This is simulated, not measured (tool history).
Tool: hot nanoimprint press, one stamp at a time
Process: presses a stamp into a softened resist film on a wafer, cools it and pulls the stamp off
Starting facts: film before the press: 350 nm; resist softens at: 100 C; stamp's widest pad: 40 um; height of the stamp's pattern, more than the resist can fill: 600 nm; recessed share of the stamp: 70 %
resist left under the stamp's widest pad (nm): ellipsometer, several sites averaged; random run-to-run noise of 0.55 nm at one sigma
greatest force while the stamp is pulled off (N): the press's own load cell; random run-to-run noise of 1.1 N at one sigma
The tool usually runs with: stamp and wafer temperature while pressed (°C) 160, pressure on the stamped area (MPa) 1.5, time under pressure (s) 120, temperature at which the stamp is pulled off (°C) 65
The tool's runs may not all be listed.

run,day,stamp and wafer temperature while pressed (°C),pressure on the stamped area (MPa),time under pressure (s),temperature at which the stamp is pulled off (°C),resist left under the stamp's widest pad (nm),greatest force while the stamp is pulled off (N)
1,0,160,1.5,120,65,127,133
2,0.812,160,2.26,120,65,106.4,132
3,1.788,162,1.5,120,65,109.7,135
4,2.704,162,1.5,120,52,109.8,143
5,3.571,162,1.5,120,52,110,144
6,4.3,162,1.5,120,52,109.6,145
7,5.412,160,1.5,120,65,125.8,134
8,6.396,160,1.5,120,65,126.1,135
9,7.4,160,1.5,120,65,125.7,135
10,7.917,160,1.5,120,65,125.9,136
11,8.567,160,1.5,120,65,126.3,137
# day 9.004: stamp cleaned and given a new release coat
12,9.825,160,1.5,120,65,125.5,128
13,10.979,160,1.5,120,65,124,129
14,11.488,160,1.5,120,65,125.1,131
15,12.608,160,1.5,120,65,124.3,131
16,13.779,160,1.5,120,65,124.5,131
# day 14.133: plate thermocouple calibrated
17,14.762,160,1.5,120,55,126.5,140
18,15.588,160,0.92,120,55,155.5,140
19,16.492,160,0.92,154,55,140.2,142
20,17.508,161,1.5,120,51,116.3,143
21,18.192,155,1.5,95,65,193.3,135
22,19.167,155,1.69,95,53,182.3,146
23,20.154,172,1.69,95,53,57.9,142
24,21.321,168,1.21,172,65,66.6,136
25,22.25,168,1.21,172,65,67,137
# day 22.683: stamp cleaned and given a new release coat
26,23.533,168,1.21,172,65,66.5,129
27,24.075,160,1.59,120,59,120.6,134
28,24.604,160,1.5,69,65,156.5,129
29,25.533,153,1.5,69,65,234,130
30,26.7,160,1.04,120,65,144.5,129
31,27.258,160,1.04,120,65,145.4,133

Predict each of these 3 candidate next runs independently; none follows another, all start after run 31:
A,27.958,159,1.21,120,65,?,?
B,27.958,160,1.04,114,66,?,?
C,27.958,160,1.64,115,65,?,?

run,resist left under the stamp's widest pad (nm),greatest force while the stamp is pulled off (N)
A,145,132
B,148.5,131
C,122.2,131
The same runs, with their run-to-run variation unchanged, on a tool lacking any hidden condition would have given:
run,resist left under the stamp's widest pad (nm),greatest force while the stamp is pulled off (N)
A,149.6,128
B,153.6,127
C,125.3,128

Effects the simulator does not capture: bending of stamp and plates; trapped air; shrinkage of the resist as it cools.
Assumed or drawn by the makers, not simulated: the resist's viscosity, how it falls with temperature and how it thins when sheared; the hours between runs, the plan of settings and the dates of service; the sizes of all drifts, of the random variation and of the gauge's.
